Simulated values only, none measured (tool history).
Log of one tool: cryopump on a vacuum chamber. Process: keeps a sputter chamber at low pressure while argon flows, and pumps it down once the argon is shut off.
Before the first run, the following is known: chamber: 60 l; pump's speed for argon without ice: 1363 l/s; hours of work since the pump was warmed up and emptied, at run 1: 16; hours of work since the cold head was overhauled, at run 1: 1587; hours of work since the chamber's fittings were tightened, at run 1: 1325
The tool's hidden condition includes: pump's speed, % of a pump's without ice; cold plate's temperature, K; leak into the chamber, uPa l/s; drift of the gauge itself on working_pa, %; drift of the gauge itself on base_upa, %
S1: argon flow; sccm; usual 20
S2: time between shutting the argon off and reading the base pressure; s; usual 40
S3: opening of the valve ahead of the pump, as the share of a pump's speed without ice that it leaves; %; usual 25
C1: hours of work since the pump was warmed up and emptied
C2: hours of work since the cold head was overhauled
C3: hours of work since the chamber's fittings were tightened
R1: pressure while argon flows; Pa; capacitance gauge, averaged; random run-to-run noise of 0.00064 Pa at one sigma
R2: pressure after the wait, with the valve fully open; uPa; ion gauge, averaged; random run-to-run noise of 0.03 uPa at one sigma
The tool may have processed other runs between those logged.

run 1 hour=0 | S1=20 S2=40 S3=25 | C1=16 C2=1587 C3=1325 | R1=0.1007 R2=1.68
run 2 hour=40.6 | S1=23 S2=40 S3=25 | C1=45 C2=1616 C3=1354 | R1=0.1159 R2=1.67
run 3 hour=100 | S1=23 S2=40 S3=25 | C1=87 C2=1658 C3=1396 | R1=0.1164 R2=1.75
run 4 hour=140.4 | S1=23 S2=40 S3=25 | C1=115 C2=1686 C3=1424 | R1=0.1185 R2=1.79
run 5 hour=193.2 | S1=25 S2=40 S3=25 | C1=153 C2=1723 C3=1461 | R1=0.1301 R2=1.75
run 6 hour=241.3 | S1=20 S2=40 S3=42 | C1=187 C2=1757 C3=1495 | R1=0.0646 R2=1.85
run 7 hour=287.5 | S1=20 S2=40 S3=25 | C1=219 C2=1790 C3=1528 | R1=0.1071 R2=1.82
run 8 hour=332.4 | S1=33 S2=40 S3=25 | C1=251 C2=1822 C3=1560 | R1=0.1788 R2=1.85
run 9 hour=362.4 | S1=33 S2=40 S3=25 | C1=272 C2=1843 C3=1581 | R1=0.1801 R2=1.87
run 10 hour=403.2 | S1=20 S2=114 S3=25 | C1=301 C2=1872 C3=1610 | R1=0.1102 R2=1.16
run 11 hour=452.9 | S1=20 S2=114 S3=25 | C1=336 C2=1907 C3=1645 | R1=0.1122 R2=1.2
-- hour=477.1 pump warmed up, emptied and cooled again
run 12 hour=503.5 | S1=20 S2=114 S3=25 | C1=19 C2=1939 C3=1677 | R1=0.1009 R2=0.91
run 13 hour=555.8 | S1=20 S2=114 S3=25 | C1=56 C2=1976 C3=1714 | R1=0.1019 R2=0.96
run 14 hour=588.7 | S1=20 S2=40 S3=54 | C1=79 C2=1999 C3=1737 | R1=0.0498 R2=1.81
run 15 hour=621.5 | S1=14 S2=40 S3=54 | C1=102 C2=2022 C3=1760 | R1=0.0344 R2=1.85
run 16 hour=666.3 | S1=20 S2=40 S3=57 | C1=134 C2=2054 C3=1792 | R1=0.0477 R2=1.85
run 17 hour=717.7 | S1=20 S2=40 S3=57 | C1=170 C2=2090 C3=1828 | R1=0.0487 R2=1.83
run 18 hour=764.9 | S1=20 S2=40 S3=21 | C1=203 C2=2124 C3=1862 | R1=0.1257 R2=1.9
run 19 hour=806.4 | S1=22 S2=40 S3=31 | C1=232 C2=2153 C3=1891 | R1=0.0966 R2=1.86
run 20 hour=843.9 | S1=22 S2=57 S3=33 | C1=259 C2=2179 C3=1917 | R1=0.0929 R2=1.52
run 21 hour=875.7 | S1=22 S2=57 S3=33 | C1=281 C2=2202 C3=1940 | R1=0.0931 R2=1.63
run 22 hour=907.5 | S1=19 S2=81 S3=25 | C1=304 C2=2224 C3=1962 | R1=0.1048 R2=1.36
run 23 hour=933.9 | S1=29 S2=81 S3=25 | C1=322 C2=2243 C3=1981 | R1=0.1618 R2=1.41
-- hour=975.4 pump warmed up, emptied and cooled again
run 24 hour=978.7 | S1=26 S2=43 S3=27 | C1=2 C2=2271 C3=2009 | R1=0.121 R2=1.7
run 25 hour=1006.8 | S1=26 S2=43 S3=27 | C1=22 C2=2291 C3=2029 | R1=0.1222 R2=1.7
run 26 hour=1041.8 | S1=26 S2=43 S3=27 | C1=47 C2=2316 C3=2054 | R1=0.1213 R2=1.76
run 27 hour=1078.2 | S1=26 S2=43 S3=27 | C1=73 C2=2341 C3=2079 | R1=0.1225 R2=1.74
run 28 hour=1120.4 | S1=24 S2=78 S3=27 | C1=102 C2=2371 C3=2109 | R1=0.115 R2=1.26
run 29 hour=1170.1 | S1=24 S2=42 S3=34 | C1=137 C2=2406 C3=2144 | R1=0.0925 R2=1.83
run 30 hour=1221.7 | S1=24 S2=42 S3=34 | C1=174 C2=2442 C3=2181 | R1=0.095 R2=1.84
run 31 hour=1281.5 | S1=22 S2=93 S3=34 | C1=216 C2=2485 C3=2223 | R1=0.0883 R2=1.26
run 32 hour=1318.7 | S1=10 S2=108 S3=21 | C1=242 C2=2511 C3=2249 | R1=0.0638 R2=1.22
run 33 hour=1358.2 | S1=30 S2=180 S3=58 | C1=270 C2=2539 C3=2277 | R1=0.0792 R2=1.07
run 34 hour=1391.7 | S1=30 S2=180 S3=58 | C1=294 C2=2563 C3=2301 | R1=0.0806 R2=1.15

The next listed run, before its measurement:
run 35 hour=1438.5 | S1=20 S2=42 S3=21 | C1=327 C2=2596 C3=2334 | R1=? R2=?

R1: 0.13 Pa
R2: 2.01 uPa
With the hidden condition absent and the run-to-run variation left alone, this run would have shown R1 0.1177 Pa, R2 1.37 uPa.

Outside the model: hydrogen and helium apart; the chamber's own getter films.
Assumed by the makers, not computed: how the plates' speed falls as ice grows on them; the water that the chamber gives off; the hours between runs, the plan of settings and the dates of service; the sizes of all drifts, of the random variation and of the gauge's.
